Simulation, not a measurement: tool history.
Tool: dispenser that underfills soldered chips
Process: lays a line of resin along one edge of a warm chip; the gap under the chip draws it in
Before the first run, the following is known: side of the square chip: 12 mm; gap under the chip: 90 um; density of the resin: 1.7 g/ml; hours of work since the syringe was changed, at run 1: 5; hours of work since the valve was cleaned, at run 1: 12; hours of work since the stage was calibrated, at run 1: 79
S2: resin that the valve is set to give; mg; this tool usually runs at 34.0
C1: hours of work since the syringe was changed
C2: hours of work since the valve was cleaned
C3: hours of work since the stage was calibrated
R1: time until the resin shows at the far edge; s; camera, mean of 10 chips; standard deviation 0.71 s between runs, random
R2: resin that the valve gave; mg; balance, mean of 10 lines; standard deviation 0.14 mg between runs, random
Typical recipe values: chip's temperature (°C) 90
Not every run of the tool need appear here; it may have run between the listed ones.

run 1 hour=0.0 | chip's_temperature_(°C)=90 S2=34.0 | C1=5 C2=12 C3=79 | R1=82.1 R2=34.04
run 2 hour=4.5 | chip's_temperature_(°C)=90 S2=28.9 | C1=8 C2=15 C3=82 | R1=97.5 R2=28.74
-- hour=6.2 new syringe of resin
run 3 hour=8.0 | chip's_temperature_(°C)=90 S2=34.0 | C1=1 C2=17 C3=84 | R1=67.1 R2=34.04
run 4 hour=12.1 | chip's_temperature_(°C)=90 S2=34.0 | C1=4 C2=20 C3=87 | R1=76.9 R2=33.27
run 5 hour=15.0 | chip's_temperature_(°C)=90 S2=34.0 | C1=6 C2=22 C3=89 | R1=83.6 R2=33.43
run 6 hour=18.0 | chip's_temperature_(°C)=84 S2=34.0 | C1=8 C2=24 C3=91 | R1=123.1 R2=33.32
-- hour=20.3 new syringe of resin
run 7 hour=21.3 | chip's_temperature_(°C)=90 S2=42.4 | C1=1 C2=26 C3=93 | R1=65.4 R2=41.71
run 8 hour=24.1 | chip's_temperature_(°C)=90 S2=34.0 | C1=3 C2=27 C3=95 | R1=72.6 R2=33.54
run 9 hour=26.9 | chip's_temperature_(°C)=75 S2=34.0 | C1=4 C2=29 C3=97 | R1=164.3 R2=33.45
run 10 hour=28.8 | chip's_temperature_(°C)=75 S2=34.0 | C1=6 C2=31 C3=98 | R1=176.3 R2=33.55
run 11 hour=30.9 | chip's_temperature_(°C)=103 S2=34.0 | C1=7 C2=32 C3=99 | R1=49.9 R2=33.49
run 12 hour=33.0 | chip's_temperature_(°C)=90 S2=41.1 | C1=8 C2=33 C3=101 | R1=94.3 R2=40.31
-- hour=34.3 new syringe of resin
run 13 hour=36.5 | chip's_temperature_(°C)=90 S2=41.1 | C1=1 C2=36 C3=103 | R1=66.3 R2=40.24
run 14 hour=41.3 | chip's_temperature_(°C)=80 S2=38.6 | C1=5 C2=39 C3=106 | R1=125.3 R2=37.73
run 15 hour=43.9 | chip's_temperature_(°C)=100 S2=42.6 | C1=6 C2=40 C3=108 | R1=53.6 R2=41.49
-- hour=48.3 new syringe of resin
run 16 hour=48.3 | chip's_temperature_(°C)=100 S2=42.6 | C1=0 C2=43 C3=110 | R1=38.5 R2=41.23
run 17 hour=50.4 | chip's_temperature_(°C)=100 S2=42.6 | C1=1 C2=45 C3=112 | R1=41.5 R2=41.68
run 18 hour=54.2 | chip's_temperature_(°C)=100 S2=30.1 | C1=4 C2=47 C3=114 | R1=48.8 R2=29.24
run 19 hour=57.9 | chip's_temperature_(°C)=82 S2=37.1 | C1=6 C2=49 C3=117 | R1=124.9 R2=36.33
run 20 hour=61.7 | chip's_temperature_(°C)=82 S2=34.5 | C1=9 C2=52 C3=119 | R1=142.2 R2=33.17
-- hour=62.4 new syringe of resin
run 21 hour=64.0 | chip's_temperature_(°C)=102 S2=36.0 | C1=1 C2=53 C3=121 | R1=39.2 R2=34.62
run 22 hour=68.8 | chip's_temperature_(°C)=78 S2=36.0 | C1=4 C2=57 C3=124 | R1=141.9 R2=34.81
run 23 hour=72.0 | chip's_temperature_(°C)=88 S2=35.7 | C1=6 C2=59 C3=126 | R1=94.4 R2=34.39
run 24 hour=74.4 | chip's_temperature_(°C)=88 S2=35.7 | C1=8 C2=60 C3=128 | R1=102.4 R2=34.51
-- hour=76.4 new syringe of resin
-- hour=77.7 dispensing valve cleaned and set on the balance
run 25 hour=80.0 | chip's_temperature_(°C)=88 S2=35.7 | C1=2 C2=2 C3=130 | R1=74.6 R2=35.78
run 26 hour=83.3 | chip's_temperature_(°C)=85 S2=34.0 | C1=4 C2=4 C3=133 | R1=98.0 R2=33.84

Difference, measured minus no-hidden-state, one row per run. Run-to-run variation is common to both terms; the gauge's own scatter need not be:
Hidden state present: resin's viscosity, % of fresh resin's; dose that the valve gives, % of what is set; true chip temperature over the reading, C; drift of the gauge itself on fill_s, %; drift of the gauge itself on given_mg, %.
run=1 R1=+16.7 R2=-0.18
run=2 R1=+30.3 R2=-0.22
run=3 R1=+3.0 R2=-0.30
run=4 R1=+12.4 R2=-0.36
run=5 R1=+19.8 R2=-0.40
run=6 R1=+37.7 R2=-0.45
run=7 R1=+1.8 R2=-0.61
run=8 R1=+8.0 R2=-0.53
run=9 R1=+30.3 R2=-0.57
run=10 R1=+41.1 R2=-0.61
run=11 R1=+14.1 R2=-0.64
run=12 R1=+31.1 R2=-0.81
run=13 R1=+2.8 R2=-0.87
run=14 R1=+22.2 R2=-0.90
run=15 R1=+13.1 R2=-1.06
run=16 R1=-1.0 R2=-1.13
run=17 R1=+1.6 R2=-1.19
run=18 R1=+7.6 R2=-0.88
run=19 R1=+30.4 R2=-1.17
run=20 R1=+47.3 R2=-1.13
run=21 R1=+1.8 R2=-1.21
run=22 R1=+25.3 R2=-1.30
run=23 R1=+24.5 R2=-1.34
run=24 R1=+32.1 R2=-1.39
run=25 R1=+4.5 R2=-0.04
run=26 R1=+15.3 R2=-0.08
